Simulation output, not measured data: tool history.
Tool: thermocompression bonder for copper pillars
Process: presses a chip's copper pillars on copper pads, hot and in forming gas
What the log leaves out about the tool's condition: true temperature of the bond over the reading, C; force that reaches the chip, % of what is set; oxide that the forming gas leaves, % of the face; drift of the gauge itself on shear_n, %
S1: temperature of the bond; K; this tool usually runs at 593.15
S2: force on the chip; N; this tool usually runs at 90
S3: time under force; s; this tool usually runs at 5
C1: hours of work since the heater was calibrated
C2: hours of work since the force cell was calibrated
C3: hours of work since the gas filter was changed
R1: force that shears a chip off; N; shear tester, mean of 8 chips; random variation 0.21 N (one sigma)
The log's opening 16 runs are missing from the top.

| run | hour | S1 | S2 | S3 | C1 | C2 | C3 | R1 |
|---|---|---|---|---|---|---|---|---|
|  | 643.4 | forming gas filter changed |
| 17 | 684.8 | 593.15 | 90 | 3 | 407 | 407 | 21 | 42.6 |
| 18 | 726.7 | 619.15 | 90 | 5 | 429 | 429 | 43 | 67.7 |
| 19 | 770.9 | 615.15 | 90 | 5 | 451 | 451 | 66 | 65.2 |
| 20 | 817.2 | 615.15 | 90 | 5 | 475 | 475 | 89 | 64.8 |
| 21 | 852.7 | 570.15 | 90 | 5 | 493 | 493 | 108 | 38.6 |
| 22 | 886.6 | 594.15 | 104 | 5 | 511 | 511 | 125 | 56.8 |
| 23 | 920 | 568.15 | 110 | 5 | 528 | 528 | 142 | 43.1 |
| 24 | 945.2 | 601.15 | 123 | 5 | 541 | 541 | 155 | 67.1 |
| 25 | 982.8 | 601.15 | 123 | 5 | 560 | 560 | 175 | 66.5 |
| 26 | 1028.3 | 601.15 | 119 | 11 | 584 | 584 | 198 | 83 |
| 27 | 1058.6 | 610.15 | 59 | 12 | 599 | 599 | 214 | 62.1 |
| 28 | 1093 | 610.15 | 59 | 12 | 617 | 617 | 231 | 62.3 |
| 29 | 1144.9 | 593.15 | 55 | 6 | 644 | 644 | 258 | 36.9 |
| 30 | 1191.2 | 601.15 | 104 | 4 | 667 | 667 | 282 | 54.2 |
|  | 1223 | forming gas filter changed |
| 31 | 1230.9 | 587.15 | 106 | 5 | 688 | 688 | 4 | 56.9 |
| 32 | 1266.7 | 585.15 | 92 | 10 | 706 | 706 | 22 | 65.3 |
|  | 1281.3 | heater calibrated with a thermocouple chip |
| 33 | 1325 | 593.15 | 115 | 5 | 22 | 735 | 51 | 55.9 |
| 34 | 1366.7 | 593.15 | 104 | 10 | 44 | 756 | 73 | 67.1 |
| 35 | 1399.2 | 593.15 | 104 | 10 | 61 | 773 | 90 | 67.1 |
| 36 | 1442.1 | 592.15 | 90 | 3 | 83 | 795 | 112 | 37.3 |
| 37 | 1489.7 | 592.15 | 81 | 4 | 107 | 820 | 136 | 38.7 |
| 38 | 1548.4 | 592.15 | 81 | 4 | 137 | 850 | 166 | 38.6 |
| 39 | 1577.3 | 565.15 | 56 | 9 | 152 | 865 | 181 | 28.3 |
| 40 | 1635.7 | 570.15 | 68 | 5 | 182 | 895 | 211 | 27.3 |
| 41 | 1674.7 | 570.15 | 91 | 4 | 202 | 915 | 231 | 30.9 |

3 options for the next run, each taken on its own from the tool as it stands now. Forecast them:
| A | 1711.6 | 583.15 | 109 | 5 | 221 | 934 | 250 | ? |
| B | 1711.6 | 613.15 | 91 | 3 | 221 | 934 | 250 | ? |
| C | 1711.6 | 570.15 | 119 | 4 | 221 | 934 | 250 | ? |

| run | R1 |
|---|---|
| A | 45.8 |
| B | 46.8 |
| C | 37.3 |
Take away the tool's hidden state, keep each run's random variation, and the runs would have read:
| run | R1 |
|---|---|
| A | 49.7 |
| B | 51.1 |
| C | 40.4 |
